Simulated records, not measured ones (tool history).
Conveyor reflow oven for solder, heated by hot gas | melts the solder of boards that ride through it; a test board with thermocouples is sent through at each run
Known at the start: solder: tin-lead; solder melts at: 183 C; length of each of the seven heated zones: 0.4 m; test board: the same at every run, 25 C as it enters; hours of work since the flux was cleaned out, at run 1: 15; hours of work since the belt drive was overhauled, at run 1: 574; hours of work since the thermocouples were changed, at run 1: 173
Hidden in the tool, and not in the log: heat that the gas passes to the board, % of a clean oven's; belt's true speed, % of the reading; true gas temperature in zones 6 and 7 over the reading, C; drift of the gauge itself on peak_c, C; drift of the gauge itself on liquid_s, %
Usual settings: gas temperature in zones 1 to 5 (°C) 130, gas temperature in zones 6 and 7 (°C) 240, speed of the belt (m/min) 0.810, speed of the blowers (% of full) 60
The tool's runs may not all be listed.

run,hour,gas temperature in zones 1 to 5 (°C),gas temperature in zones 6 and 7 (°C),speed of the belt (m/min),speed of the blowers (% of full),hours of work since the flux was cleaned out,hours of work since the belt drive was overhauled,hours of work since the thermocouples were changed,highest temperature of the board (°C),time above the solder's melting point (s)
1,0.0,130,240,0.810,60,15,574,173,217.1,42.1
2,25.9,130,240,0.810,60,31,590,189,216.9,41.6
3,68.6,130,240,0.810,60,58,617,216,216.5,41.7
4,115.7,130,240,0.810,55,87,646,246,214.8,40.3
5,169.0,130,240,0.810,55,121,680,279,214.5,40.1
6,224.1,130,243,0.810,60,155,714,314,218.7,43.1
# hour 234.6: flux residue cleaned out of gas plates and filters
7,273.8,130,243,0.810,60,25,743,342,220.2,44.2
8,328.8,130,243,0.810,60,59,777,376,220.1,44.1
9,360.1,130,243,0.810,60,79,797,396,220.0,43.5
10,388.3,130,243,0.810,60,96,814,414,219.7,43.9
11,424.6,130,243,0.810,67,119,837,436,221.7,45.5
12,470.3,130,243,0.810,67,148,866,465,221.8,45.2
# hour 495.2: flux residue cleaned out of gas plates and filters
13,501.1,138,252,0.955,67,4,882,481,225.1,41.7
14,562.5,130,233,0.810,60,42,921,520,212.5,39.5
15,608.9,130,233,0.810,60,71,950,549,212.3,39.4
16,661.1,130,240,0.678,60,104,982,582,224.9,57.2
17,715.4,130,240,0.730,61,138,1016,616,222.4,51.3
# hour 753.0: flux residue cleaned out of gas plates and filters
18,759.6,130,240,0.730,61,4,1041,640,223.4,51.9
19,819.4,130,240,0.730,61,42,1079,678,223.2,52.1
20,844.1,130,240,0.810,55,57,1094,693,216.8,42.4
21,892.7,127,240,0.701,60,88,1125,724,223.6,54.0

3 ways to go on from here, each from the tool as it stands after run 21. What would each give?
A,942.7,125,240,0.734,63,119,1156,755,?,?
B,942.7,136,240,0.810,82,119,1156,755,?,?
C,942.7,127,240,0.764,66,119,1156,755,?,?

run,highest temperature of the board (°C),time above the solder's melting point (s)
A,222.4,49.7
B,225.2,49.7
C,221.9,48.3
Without the tool's hidden state the same runs would have given:
run,highest temperature of the board (°C),time above the solder's melting point (s)
A,220.1,46.8
B,223.1,47.2
C,219.7,45.5
